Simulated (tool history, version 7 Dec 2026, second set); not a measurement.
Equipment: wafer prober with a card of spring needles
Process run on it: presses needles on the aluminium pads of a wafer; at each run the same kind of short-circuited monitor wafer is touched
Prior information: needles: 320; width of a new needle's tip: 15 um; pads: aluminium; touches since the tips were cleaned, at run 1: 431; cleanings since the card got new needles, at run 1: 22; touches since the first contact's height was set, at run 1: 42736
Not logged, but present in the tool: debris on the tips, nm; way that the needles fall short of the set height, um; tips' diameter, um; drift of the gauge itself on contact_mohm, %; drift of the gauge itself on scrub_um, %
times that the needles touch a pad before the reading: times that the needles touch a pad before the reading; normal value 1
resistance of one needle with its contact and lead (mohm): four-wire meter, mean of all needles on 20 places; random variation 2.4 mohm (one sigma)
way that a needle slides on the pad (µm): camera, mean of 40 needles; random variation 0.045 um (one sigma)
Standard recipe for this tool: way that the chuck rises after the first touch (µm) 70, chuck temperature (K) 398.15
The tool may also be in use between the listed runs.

run,hour,way that the chuck rises after the first touch (µm),chuck temperature (K),times that the needles touch a pad before the reading,touches since the tips were cleaned,cleanings since the card got new needles,touches since the first contact's height was set,resistance of one needle with its contact and lead (mohm),way that a needle slides on the pad (µm)
1,0,70,398.15,1,431,22,42736,274,11.81
# hour 3.4: tips cleaned on abrasive film
# hour 7.7: tips cleaned on abrasive film
2,9.7,70,398.15,2,823,24,46646,276,11.81
# hour 12.2: tips cleaned on abrasive film
# hour 16.9: tips cleaned on abrasive film
3,19.1,70,398.15,2,927,26,50433,277,11.88
# hour 21.5: tips cleaned on abrasive film
# hour 26.3: tips cleaned on abrasive film
4,30.1,69,398.15,2,1583,28,54865,275,11.71
# hour 31.2: tips cleaned on abrasive film
# hour 35.5: tips cleaned on abrasive film
# hour 40.2: tips cleaned on abrasive film
5,40.7,70,398.15,1,210,31,59103,278,11.89
# hour 45: tips cleaned on abrasive film
# hour 49.3: tips cleaned on abrasive film
6,50.9,70,398.15,1,667,33,63204,274,11.84
# hour 54.4: tips cleaned on abrasive film
7,57,70,398.15,1,1060,34,65670,273,11.82
# hour 59: tips cleaned on abrasive film
# hour 63.8: tips cleaned on abrasive film
8,67.3,70,398.15,1,1419,36,69820,273,11.86
# hour 68.2: tips cleaned on abrasive film
# hour 72.8: tips cleaned on abrasive film
9,74.6,70,398.15,1,734,38,72736,280,11.84
# hour 77.3: tips cleaned on abrasive film
# hour 81.5: tips cleaned on abrasive film
10,81.5,70,398.15,1,0,40,75517,273,11.85
# hour 86.4: tips cleaned on abrasive film
11,88.8,70,398.15,1,963,41,78443,274,11.83
# hour 91.5: tips cleaned on abrasive film
12,94.7,70,398.15,1,1330,42,80847,279,11.88
# hour 96.4: tips cleaned on abrasive film
# hour 100.8: tips cleaned on abrasive film
13,100.8,70,398.15,2,0,44,83270,273,11.88
# hour 105.6: tips cleaned on abrasive film
14,106.1,70,398.15,2,199,45,85412,273,11.77
# hour 110.2: tips cleaned on abrasive film
15,113.1,87,398.15,1,1169,46,88236,269,14.65
# hour 114.8: tips cleaned on abrasive film
# hour 119.7: tips cleaned on abrasive film
16,120.1,87,398.15,1,137,48,91033,268,14.74
# hour 124: tips cleaned on abrasive film
17,126.2,87,398.15,1,902,49,93512,271,14.77
# hour 128.3: tips cleaned on abrasive film
18,132,87,398.15,1,1504,50,95842,267,14.75
# hour 133.1: tips cleaned on abrasive film
# hour 138.2: tips cleaned on abrasive film
19,140.8,67,398.15,1,1064,52,99388,273,11.25
# hour 142.9: tips cleaned on abrasive film
20,146.1,70,398.15,2,1335,53,101524,272,11.88
# hour 148: tips cleaned on abrasive film
# hour 152.3: tips cleaned on abrasive film
# hour 157.2: tips cleaned on abrasive film
21,158,70,398.15,2,344,56,106301,274,11.85
# hour 160.5: height of the first contact set anew
# hour 162.2: tips cleaned on abrasive film
22,164.2,50,398.15,2,808,57,1482,279,8.45
# hour 167.2: tips cleaned on abrasive film
23,169,71,398.15,1,724,58,3414,277,12.03
# hour 171.9: tips cleaned on abrasive film
24,174.9,58,309.15,3,1238,59,5832,252,9.78
# hour 176.6: tips cleaned on abrasive film
# hour 181.7: tips cleaned on abrasive film
25,182.9,80,361.15,2,492,61,9013,265,13.68
# hour 186.4: tips cleaned on abrasive film
26,189.6,80,361.15,2,1306,62,11727,263,13.62
# hour 190.7: tips cleaned on abrasive film
# hour 195: tips cleaned on abrasive film
27,198.4,68,346.15,1,1416,64,15269,257,11.52
# hour 199.9: tips cleaned on abrasive film
# hour 204.5: tips cleaned on abrasive film
28,206.4,54,329.15,1,776,66,18465,261,9.08
# hour 209.3: tips cleaned on abrasive film
29,213.2,66,307.15,3,1605,67,21214,251,11.29
# hour 213.8: tips cleaned on abrasive film
# hour 218.6: tips cleaned on abrasive film
# hour 223: tips cleaned on abrasive film
30,223.5,70,398.15,1,220,70,25338,278,11.85
# hour 227.4: tips cleaned on abrasive film
# hour 232: tips cleaned on abrasive film
31,233.3,76,320.15,1,542,72,29303,248,12.88

Take each entry between the runs: how does the hidden state at the last listed run before it differ from the hidden state at the first listed run after it?
Run 1 -> run 2: tips cleaned on abrasive film (hour 3.4); tips cleaned on abrasive film (hour 7.7)
  debris on the tips, nm: 0.6 -> 0.8
Run 2 -> run 3: tips cleaned on abrasive film (hour 12.2); tips cleaned on abrasive film (hour 16.9)
  debris on the tips, nm: 0.8 -> 1; way that the needles fall short of the set height, um: 0.04 -> 0.05; tips' diameter, um: 15.01 -> 15.02
Run 3 -> run 4: tips cleaned on abrasive film (hour 21.5); tips cleaned on abrasive film (hour 26.3)
  debris on the tips, nm: 1 -> 1.3
Run 4 -> run 5: tips cleaned on abrasive film (hour 31.2); tips cleaned on abrasive film (hour 35.5); tips cleaned on abrasive film (hour 40.2)
  debris on the tips, nm: 1.3 -> 0.3
Run 5 -> run 6: tips cleaned on abrasive film (hour 45); tips cleaned on abrasive film (hour 49.3)
  debris on the tips, nm: 0.3 -> 0.7; way that the needles fall short of the set height, um: 0.05 -> 0.06
Run 6 -> run 7: tips cleaned on abrasive film (hour 54.4)
  debris on the tips, nm: 0.7 -> 1
Run 7 -> run 8: tips cleaned on abrasive film (hour 59); tips cleaned on abrasive film (hour 63.8)
  debris on the tips, nm: 1 -> 1.3
Run 8 -> run 9: tips cleaned on abrasive film (hour 68.2); tips cleaned on abrasive film (hour 72.8)
  debris on the tips, nm: 1.3 -> 0.7; way that the needles fall short of the set height, um: 0.06 -> 0.07
Run 9 -> run 10: tips cleaned on abrasive film (hour 77.3); tips cleaned on abrasive film (hour 81.5)
  debris on the tips, nm: 0.7 -> 0.1
Run 10 -> run 11: tips cleaned on abrasive film (hour 86.4)
  debris on the tips, nm: 0.1 -> 1; tips' diameter, um: 15.02 -> 15.03
Run 11 -> run 12: tips cleaned on abrasive film (hour 91.5)
  debris on the tips, nm: 1 -> 1.3
Run 12 -> run 13: tips cleaned on abrasive film (hour 96.4); tips cleaned on abrasive film (hour 100.8)
  debris on the tips, nm: 1.3 -> 0.2; way that the needles fall short of the set height, um: 0.07 -> 0.08
Run 13 -> run 14: tips cleaned on abrasive film (hour 105.6)
  debris on the tips, nm: 0.2 -> 0.3
Run 14 -> run 15: tips cleaned on abrasive film (hour 110.2)
  debris on the tips, nm: 0.3 -> 1.1
Run 15 -> run 16: tips cleaned on abrasive film (hour 114.8); tips cleaned on abrasive film (hour 119.7)
  debris on the tips, nm: 1.1 -> 0.3; way that the needles fall short of the set height, um: 0.08 -> 0.09
Run 16 -> run 17: tips cleaned on abrasive film (hour 124)
  debris on the tips, nm: 0.3 -> 0.9
Run 17 -> run 18: tips cleaned on abrasive film (hour 128.3)
  debris on the tips, nm: 0.9 -> 1.3
Run 18 -> run 19: tips cleaned on abrasive film (hour 133.1); tips cleaned on abrasive film (hour 138.2)
  debris on the tips, nm: 1.3 -> 0.9
Run 19 -> run 20: tips cleaned on abrasive film (hour 142.9)
  debris on the tips, nm: 0.9 -> 1.3
Run 20 -> run 21: tips cleaned on abrasive film (hour 148); tips cleaned on abrasive film (hour 152.3); tips cleaned on abrasive film (hour 157.2)
  debris on the tips, nm: 1.3 -> 0.5; way that the needles fall short of the set height, um: 0.09 -> 0.1; tips' diameter, um: 15.03 -> 15.04
Run 21 -> run 22: height of the first contact set anew (hour 160.5); tips cleaned on abrasive film (hour 162.2)
  debris on the tips, nm: 0.5 -> 0.9; way that the needles fall short of the set height, um: 0.1 -> 0
Run 22 -> run 23: tips cleaned on abrasive film (hour 167.2)
  debris on the tips, nm: 0.9 -> 0.8
Run 23 -> run 24: tips cleaned on abrasive film (hour 171.9)
  debris on the tips, nm: 0.8 -> 1.2; way that the needles fall short of the set height, um: 0 -> 0.01
Run 24 -> run 25: tips cleaned on abrasive film (hour 176.6); tips cleaned on abrasive film (hour 181.7)
  debris on the tips, nm: 1.2 -> 0.5
Run 25 -> run 26: tips cleaned on abrasive film (hour 186.4)
  debris on the tips, nm: 0.5 -> 1.2
Run 26 -> run 27: tips cleaned on abrasive film (hour 190.7); tips cleaned on abrasive film (hour 195)
  debris on the tips, nm: 1.2 -> 1.4
Run 27 -> run 28: tips cleaned on abrasive film (hour 199.9); tips cleaned on abrasive film (hour 204.5)
  debris on the tips, nm: 1.4 -> 0.9; way that the needles fall short of the set height, um: 0.01 -> 0.02
Run 28 -> run 29: tips cleaned on abrasive film (hour 209.3)
  debris on the tips, nm: 0.9 -> 1.3
Run 29 -> run 30: tips cleaned on abrasive film (hour 213.8); tips cleaned on abrasive film (hour 218.6); tips cleaned on abrasive film (hour 223)
  debris on the tips, nm: 1.3 -> 0.3
Run 30 -> run 31: tips cleaned on abrasive film (hour 227.4); tips cleaned on abrasive film (hour 232)
  debris on the tips, nm: 0.3 -> 0.7; way that the needles fall short of the set height, um: 0.02 -> 0.03; tips' diameter, um: 15.04 -> 15.05
